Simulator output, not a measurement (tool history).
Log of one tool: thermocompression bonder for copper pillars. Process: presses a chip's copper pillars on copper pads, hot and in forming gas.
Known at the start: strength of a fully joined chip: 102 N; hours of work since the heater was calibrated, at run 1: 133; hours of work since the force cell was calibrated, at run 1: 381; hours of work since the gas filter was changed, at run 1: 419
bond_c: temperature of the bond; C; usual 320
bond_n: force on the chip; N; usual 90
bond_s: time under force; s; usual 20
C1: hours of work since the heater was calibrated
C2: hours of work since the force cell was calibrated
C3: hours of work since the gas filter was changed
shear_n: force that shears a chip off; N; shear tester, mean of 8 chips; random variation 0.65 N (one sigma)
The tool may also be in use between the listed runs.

{"run": 1, "day": 0.0, "bond_c": 320, "bond_n": 90, "bond_s": 20, "C1": 133, "C2": 381, "C3": 419, "shear_n": 37}
{"run": 2, "day": 0.383, "bond_c": 320, "bond_n": 90, "bond_s": 20, "C1": 137, "C2": 385, "C3": 424, "shear_n": 37.1}
{"run": 3, "day": 0.896, "bond_c": 320, "bond_n": 90, "bond_s": 20, "C1": 143, "C2": 391, "C3": 429, "shear_n": 36.2}
{"day": 1.267, "done": "forming gas filter changed"}
{"run": 4, "day": 1.433, "bond_c": 320, "bond_n": 90, "bond_s": 20, "C1": 148, "C2": 397, "C3": 2, "shear_n": 41.2}
{"run": 5, "day": 2.071, "bond_c": 320, "bond_n": 90, "bond_s": 20, "C1": 155, "C2": 404, "C3": 9, "shear_n": 40.5}
{"run": 6, "day": 2.433, "bond_c": 320, "bond_n": 90, "bond_s": 20, "C1": 159, "C2": 408, "C3": 13, "shear_n": 41.2}
{"run": 7, "day": 2.912, "bond_c": 320, "bond_n": 90, "bond_s": 20, "C1": 165, "C2": 413, "C3": 18, "shear_n": 41.8}
{"run": 8, "day": 3.542, "bond_c": 320, "bond_n": 90, "bond_s": 30, "C1": 172, "C2": 420, "C3": 25, "shear_n": 47}
{"run": 9, "day": 3.992, "bond_c": 303, "bond_n": 90, "bond_s": 20, "C1": 176, "C2": 425, "C3": 30, "shear_n": 32.2}
{"run": 10, "day": 4.433, "bond_c": 320, "bond_n": 90, "bond_s": 20, "C1": 181, "C2": 430, "C3": 35, "shear_n": 40.5}
{"run": 11, "day": 4.925, "bond_c": 346, "bond_n": 90, "bond_s": 20, "C1": 187, "C2": 435, "C3": 40, "shear_n": 55.4}
{"run": 12, "day": 5.425, "bond_c": 320, "bond_n": 90, "bond_s": 12, "C1": 192, "C2": 441, "C3": 46, "shear_n": 33.4}
{"run": 13, "day": 5.812, "bond_c": 349, "bond_n": 90, "bond_s": 20, "C1": 196, "C2": 445, "C3": 50, "shear_n": 57.7}
{"run": 14, "day": 6.075, "bond_c": 349, "bond_n": 90, "bond_s": 20, "C1": 199, "C2": 448, "C3": 53, "shear_n": 55.7}
{"run": 15, "day": 6.412, "bond_c": 349, "bond_n": 90, "bond_s": 20, "C1": 203, "C2": 451, "C3": 57, "shear_n": 57.1}
{"run": 16, "day": 6.896, "bond_c": 349, "bond_n": 90, "bond_s": 20, "C1": 208, "C2": 457, "C3": 62, "shear_n": 57.1}
{"run": 17, "day": 7.308, "bond_c": 346, "bond_n": 90, "bond_s": 20, "C1": 213, "C2": 461, "C3": 66, "shear_n": 53.9}
{"run": 18, "day": 7.754, "bond_c": 346, "bond_n": 90, "bond_s": 20, "C1": 218, "C2": 466, "C3": 71, "shear_n": 55.8}
{"run": 19, "day": 8.192, "bond_c": 346, "bond_n": 69, "bond_s": 20, "C1": 223, "C2": 471, "C3": 76, "shear_n": 45.5}
{"day": 8.292, "done": "force cell calibrated"}
{"run": 20, "day": 8.717, "bond_c": 346, "bond_n": 106, "bond_s": 20, "C1": 228, "C2": 5, "C3": 81, "shear_n": 60.8}
{"run": 21, "day": 9.171, "bond_c": 346, "bond_n": 106, "bond_s": 20, "C1": 233, "C2": 10, "C3": 86, "shear_n": 60.1}
{"run": 22, "day": 9.562, "bond_c": 345, "bond_n": 90, "bond_s": 25, "C1": 237, "C2": 14, "C3": 90, "shear_n": 59.4}
{"run": 23, "day": 9.962, "bond_c": 327, "bond_n": 58, "bond_s": 18, "C1": 241, "C2": 18, "C3": 95, "shear_n": 28.9}
{"run": 24, "day": 10.367, "bond_c": 327, "bond_n": 58, "bond_s": 18, "C1": 246, "C2": 23, "C3": 99, "shear_n": 28.6}
{"run": 25, "day": 10.779, "bond_c": 348, "bond_n": 58, "bond_s": 58, "C1": 250, "C2": 27, "C3": 104, "shear_n": 58.5}
{"day": 11.258, "done": "force cell calibrated, once more"}
{"run": 26, "day": 11.267, "bond_c": 320, "bond_n": 71, "bond_s": 10, "C1": 255, "C2": 0, "C3": 108, "shear_n": 23.5}
{"run": 27, "day": 11.85, "bond_c": 309, "bond_n": 121, "bond_s": 20, "C1": 261, "C2": 6, "C3": 115, "shear_n": 42.2}
{"run": 28, "day": 12.325, "bond_c": 348, "bond_n": 54, "bond_s": 11, "C1": 267, "C2": 12, "C3": 120, "shear_n": 29.5}
{"run": 29, "day": 12.883, "bond_c": 348, "bond_n": 54, "bond_s": 11, "C1": 273, "C2": 18, "C3": 126, "shear_n": 28.8}
{"run": 30, "day": 13.517, "bond_c": 348, "bond_n": 54, "bond_s": 30, "C1": 280, "C2": 25, "C3": 133, "shear_n": 43.3}
{"run": 31, "day": 14.121, "bond_c": 343, "bond_n": 66, "bond_s": 41, "C1": 286, "C2": 31, "C3": 140, "shear_n": 52.3}
{"run": 32, "day": 14.438, "bond_c": 320, "bond_n": 120, "bond_s": 41, "C1": 290, "C2": 35, "C3": 143, "shear_n": 59.8}
{"run": 33, "day": 14.842, "bond_c": 320, "bond_n": 120, "bond_s": 41, "C1": 294, "C2": 39, "C3": 148, "shear_n": 61.1}
{"run": 34, "day": 15.117, "bond_c": 306, "bond_n": 96, "bond_s": 20, "C1": 297, "C2": 42, "C3": 151, "shear_n": 33.1}
{"run": 35, "day": 15.575, "bond_c": 306, "bond_n": 96, "bond_s": 20, "C1": 302, "C2": 47, "C3": 156, "shear_n": 33.1}
{"run": 36, "day": 15.954, "bond_c": 306, "bond_n": 96, "bond_s": 20, "C1": 306, "C2": 52, "C3": 160, "shear_n": 33.3}
{"run": 37, "day": 16.421, "bond_c": 345, "bond_n": 109, "bond_s": 11, "C1": 312, "C2": 57, "C3": 165, "shear_n": 49.1}
{"run": 38, "day": 16.829, "bond_c": 345, "bond_n": 109, "bond_s": 30, "C1": 316, "C2": 61, "C3": 170, "shear_n": 66.4}
{"run": 39, "day": 17.254, "bond_c": 302, "bond_n": 63, "bond_s": 30, "C1": 321, "C2": 66, "C3": 174, "shear_n": 25.3}

Hidden state at the last listed run before each entry between runs and at the first one after, where it differs:
Between runs 3 and 4: forming gas filter changed (day 1.267)
  oxide that the forming gas leaves, % of the face: 11.19 -> 0.56
  measured less the result without the state, shear_n: -4.2 -> +0.1 N
Between runs 19 and 20: force cell calibrated (day 8.292)
  force that reaches the chip, % of what is set: 101.9 -> 103.1; oxide that the forming gas leaves, % of the face: 2.33 -> 2.46
  measured less the result without the state, shear_n: -1 -> -1 N
Between runs 25 and 26: force cell calibrated, once more (day 11.258)
  force that reaches the chip, % of what is set: 103.1 -> 100.1; oxide that the forming gas leaves, % of the face: 3 -> 3.12
  measured less the result without the state, shear_n: -1.4 -> -1.3 N
